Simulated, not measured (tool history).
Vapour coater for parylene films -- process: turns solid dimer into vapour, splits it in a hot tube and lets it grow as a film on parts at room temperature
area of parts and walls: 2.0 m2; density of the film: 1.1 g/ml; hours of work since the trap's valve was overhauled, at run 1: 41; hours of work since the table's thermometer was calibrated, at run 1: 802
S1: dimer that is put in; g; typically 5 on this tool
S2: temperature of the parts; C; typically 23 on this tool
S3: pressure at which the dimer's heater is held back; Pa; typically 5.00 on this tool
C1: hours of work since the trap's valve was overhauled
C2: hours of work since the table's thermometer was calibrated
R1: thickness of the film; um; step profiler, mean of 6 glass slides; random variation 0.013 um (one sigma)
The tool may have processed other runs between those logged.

Run 1, hour 0.0: usual settings; C1 41; C2 802. Result: R1 1.28 um.
Run 2, hour 22.1: usual settings; C1 55; C2 817. Result: R1 1.28 um.
Run 3, hour 57.5: usual settings; C1 79; C2 840. Result: R1 1.29 um.
Run 4, hour 108.1: usual settings but S1 7 g; C1 112; C2 874. Result: R1 1.80 um.
Run 5, hour 147.0: usual settings but S1 7 g; C1 138; C2 899. Result: R1 1.79 um.
Run 6, hour 182.3: usual settings; C1 161; C2 923. Result: R1 1.28 um.
Run 7, hour 209.1: usual settings; C1 179; C2 941. Result: R1 1.27 um.
Run 8, hour 236.1: usual settings; C1 197; C2 958. Result: R1 1.27 um.
Run 9, hour 276.3: usual settings; C1 224; C2 985. Result: R1 1.28 um.
Run 10, hour 299.5: usual settings; C1 239; C2 1000. Result: R1 1.27 um.
Run 11, hour 341.7: usual settings; C1 267; C2 1028. Result: R1 1.26 um.
Run 12, hour 386.3: usual settings; C1 297; C2 1058. Result: R1 1.28 um.
Run 13, hour 434.7: usual settings; C1 329; C2 1090. Result: R1 1.26 um.
Run 14, hour 483.5: usual settings; C1 361; C2 1122. Result: R1 1.28 um.
Run 15, hour 531.0: usual settings but S3 7.69 Pa; C1 392; C2 1154. Result: R1 1.16 um.
Run 16, hour 561.2: usual settings but S3 7.06 Pa; C1 412; C2 1174. Result: R1 1.21 um.
Run 17, hour 606.0: usual settings; C1 442; C2 1204. Result: R1 1.28 um.
Run 18, hour 643.4: usual settings but S2 19 C; C1 467; C2 1228. Result: R1 1.45 um.
Run 19, hour 674.5: usual settings but S2 19 C; C1 488; C2 1249. Result: R1 1.43 um.
Run 20, hour 707.9: usual settings; C1 510; C2 1271. Result: R1 1.26 um.
Run 21, hour 739.4: usual settings; C1 531; C2 1292. Result: R1 1.25 um.
Run 22, hour 770.4: usual settings; C1 551; C2 1312. Result: R1 1.29 um.
Run 23, hour 806.7: usual settings but S2 22 C; C1 575; C2 1337. Result: R1 1.30 um.
Run 24, hour 858.1: usual settings but S1 6 g, S2 25 C, S3 4.54 Pa; C1 609; C2 1371. Result: R1 1.47 um.
Run 25, hour 898.8: usual settings but S1 6 g, S2 22 C, S3 8.91 Pa; C1 636; C2 1398. Result: R1 1.41 um.
Run 26, hour 942.9: usual settings but S1 6 g, S2 22 C, S3 8.91 Pa; C1 665; C2 1427. Result: R1 1.38 um.
Run 27, hour 974.5: usual settings but S1 3 g, S2 29 C, S3 6.48 Pa; C1 686; C2 1448. Result: R1 0.58 um.
At hour 991.3: trap's valve overhauled.
Run 28, hour 1028.9: usual settings but S1 4 g, S2 21 C, S3 2.67 Pa; C1 25; C2 1481. Result: R1 1.24 um.
Run 29, hour 1049.6: usual settings but S1 4 g, S3 2.96 Pa; C1 39; C2 1495. Result: R1 1.17 um.
Run 30, hour 1082.3: usual settings but S1 7 g, S3 4.11 Pa; C1 60; C2 1516. Result: R1 1.91 um.
Run 31, hour 1127.9: usual settings but S1 7 g, S2 18 C; C1 91; C2 1547. Result: R1 2.07 um.
Run 32, hour 1154.3: usual settings but S1 7 g, S2 18 C; C1 108; C2 1564. Result: R1 2.08 um.
Run 33, hour 1179.1: usual settings but S1 2 g, S3 3.29 Pa; C1 124; C2 1581. Result: R1 0.57 um.
Run 34, hour 1202.2: usual settings but S1 2 g, S2 20 C, S3 3.29 Pa; C1 140; C2 1596. Result: R1 0.62 um.
Run 35, hour 1233.6: usual settings but S1 2 g, S2 20 C, S3 3.29 Pa; C1 161; C2 1617. Result: R1 0.62 um.
Run 36, hour 1280.2: usual settings but S3 3.95 Pa; C1 191; C2 1648. Result: R1 1.35 um.
Run 37, hour 1328.5: usual settings but S3 3.95 Pa; C1 223; C2 1680. Result: R1 1.35 um.
Run 38, hour 1369.2: usual settings; C1 250; C2 1707. Result: R1 1.29 um.
Run 39, hour 1419.6: usual settings but S1 8 g, S2 22 C, S3 4.23 Pa; C1 284; C2 1740. Result: R1 2.18 um.
Run 40, hour 1465.1: usual settings; C1 314; C2 1770. Result: R1 1.29 um.
Run 41, hour 1507.6: usual settings but S1 2 g, S3 4.13 Pa; C1 342; C2 1798. Result: R1 0.53 um.
Run 42, hour 1531.1: usual settings but S3 2.43 Pa; C1 358; C2 1814. Result: R1 1.52 um.
Run 43, hour 1555.6: usual settings but S3 2.43 Pa; C1 374; C2 1830. Result: R1 1.52 um.

Here are 5 independent what-if runs from the current tool condition. What would each one return?
Run A, hour 1591.6: usual settings but S2 21 C, S3 2.43 Pa; C1 398; C2 1854. Result: R1 ?.
Run B, hour 1591.6: usual settings but S1 3 g, S2 33 C, S3 3.41 Pa; C1 398; C2 1854. Result: R1 ?.
Run C, hour 1591.6: usual settings but S1 8 g, S3 6.13 Pa; C1 398; C2 1854. Result: R1 ?.
Run D, hour 1591.6: usual settings but S1 2 g, S2 15 C, S3 2.43 Pa; C1 398; C2 1854. Result: R1 ?.
Run E, hour 1591.6: usual settings but S1 4 g; C1 398; C2 1854. Result: R1 ?.

run    R1
  A  1.60
  B  0.63
  C  1.95
  D  0.78
  E  0.99
The same runs, with their run-to-run variation unchanged, on a tool lacking any hidden condition would have given:
run    R1
  A  1.61
  B  0.63
  C  1.95
  D  0.78
  E  0.99
